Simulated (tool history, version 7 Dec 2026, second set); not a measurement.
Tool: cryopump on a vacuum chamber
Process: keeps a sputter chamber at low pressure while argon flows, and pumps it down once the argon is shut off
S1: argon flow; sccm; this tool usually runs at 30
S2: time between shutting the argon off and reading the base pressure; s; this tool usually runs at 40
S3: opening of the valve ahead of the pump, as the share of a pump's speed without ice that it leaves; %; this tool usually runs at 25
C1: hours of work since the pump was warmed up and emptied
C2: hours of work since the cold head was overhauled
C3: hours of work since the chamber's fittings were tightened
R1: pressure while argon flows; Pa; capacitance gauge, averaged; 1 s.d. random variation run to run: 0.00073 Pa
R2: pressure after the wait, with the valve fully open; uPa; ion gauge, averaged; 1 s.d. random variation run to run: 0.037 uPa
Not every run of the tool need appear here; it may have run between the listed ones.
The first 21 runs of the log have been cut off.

run	hour	S1	S2	S3	C1	C2	C3	R1	R2
22	339.3	30	214	30	309	309	2547	0.1121	1.02
23	354.2	53	38	28	320	320	2558	0.2112	2.62
24	372.9	53	38	28	334	334	2572	0.2119	2.69
25	393.2	53	38	28	349	349	2587	0.2136	2.63
26	411.2	53	38	28	363	363	2601	0.2126	2.75
27	420.3	20	73	16	370	370	2608	0.1383	1.73
28	434.9	20	73	16	380	380	2618	0.1398	1.65
29	449.7	19	103	25	391	391	2629	0.0846	1.42
30	466.2	30	113	19	404	404	2642	0.176	1.39
31	486.1	30	113	19	418	418	2656	0.1766	1.37
32	503.7	22	25	19	431	431	2669	0.131	3.76
33	525	36	166	25	447	447	2685	0.1621	1.14

Consider 3 possible next runs. They are alternatives, not a sequence: every one starts from the tool as it was left by run 33. What does each give?
A	534.8	36	166	36	455	455	2693	?	?
B	534.8	30	233	25	455	455	2693	?	?
C	534.8	30	155	29	455	455	2693	?	?

run	R1	R2
A	0.1138	1.19
B	0.136	1.08
C	0.1171	1.23
Stripped of hidden state, with their random variation kept, the same runs would have yielded:
run	R1	R2
A	0.1097	0.64
B	0.1325	0.54
C	0.1137	0.68
